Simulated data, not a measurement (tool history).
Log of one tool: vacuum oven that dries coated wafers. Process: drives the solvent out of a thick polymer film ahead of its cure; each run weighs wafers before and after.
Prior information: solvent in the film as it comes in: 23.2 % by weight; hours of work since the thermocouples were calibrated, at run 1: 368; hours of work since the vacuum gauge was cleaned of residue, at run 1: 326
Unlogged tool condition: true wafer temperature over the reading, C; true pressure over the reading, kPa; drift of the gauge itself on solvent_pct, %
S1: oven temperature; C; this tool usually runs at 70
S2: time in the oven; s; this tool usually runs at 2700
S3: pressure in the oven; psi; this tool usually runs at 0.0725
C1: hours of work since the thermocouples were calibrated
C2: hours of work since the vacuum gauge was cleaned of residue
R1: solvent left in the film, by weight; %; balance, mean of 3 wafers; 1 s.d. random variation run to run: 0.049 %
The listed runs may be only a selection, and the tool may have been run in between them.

run,hour,S1,S2,S3,C1,C2,R1
1,0.0,70,2700,0.0725,368,326,5.32
2,10.7,70,2700,0.0477,375,333,5.13
3,25.4,70,2700,0.0477,384,342,5.16
4,37.3,70,2700,0.1446,391,349,5.63
5,44.8,57,2700,0.1446,396,354,12.30
6,55.4,57,2700,0.1446,402,361,12.39
7,68.0,57,2700,0.1446,410,368,12.15
8,77.2,70,2700,0.1073,416,374,5.40
9,92.9,70,2700,0.1073,426,384,5.46
10,107.0,70,1500,0.0725,435,393,9.18
11,119.8,70,1500,0.0725,442,401,9.20
12,127.5,70,1500,0.0725,447,405,9.14
13,141.9,70,1500,0.0725,456,414,9.13
14,158.3,70,3600,0.0725,466,425,3.50
15,165.1,70,3600,0.0725,471,429,3.47
16,172.2,70,3600,0.0725,475,433,3.45
17,179.2,70,3600,0.0725,479,437,3.49
18,187.8,70,3600,0.0725,485,443,3.55
19,199.4,70,3600,0.0725,492,450,3.63
20,212.6,70,3060,0.0725,500,458,4.48
21,221.7,70,3060,0.0725,506,464,4.43
22,236.8,70,3060,0.0725,515,473,4.45
23,244.5,70,3060,0.0725,520,478,4.47
24,260.1,74,3060,0.0445,530,488,2.66
25,271.2,57,3060,0.1498,537,495,11.44
26,281.2,75,2040,0.1648,543,501,4.97
27,292.2,61,3360,0.0725,550,508,8.44
28,299.0,70,3720,0.0718,554,512,3.37
29,311.9,70,4740,0.0751,562,520,2.22
30,327.5,70,4740,0.0751,572,530,2.25
31,339.5,75,2760,0.1086,579,537,3.06
32,348.5,56,4140,0.0499,585,543,9.62
33,363.4,56,4140,0.0499,594,552,9.49
34,375.8,72,4380,0.0464,602,560,1.79
35,383.8,67,2700,0.0725,607,565,6.72
36,391.2,67,2700,0.0725,611,569,6.64
37,398.4,67,2700,0.0725,616,574,6.72

Expected results for the next run?
38,409.1,80,1500,0.0466,622,580,?

{"run 38": {"R1": 4.2}}
Without the tool's hidden state the same run would have given R1 4.62 %.
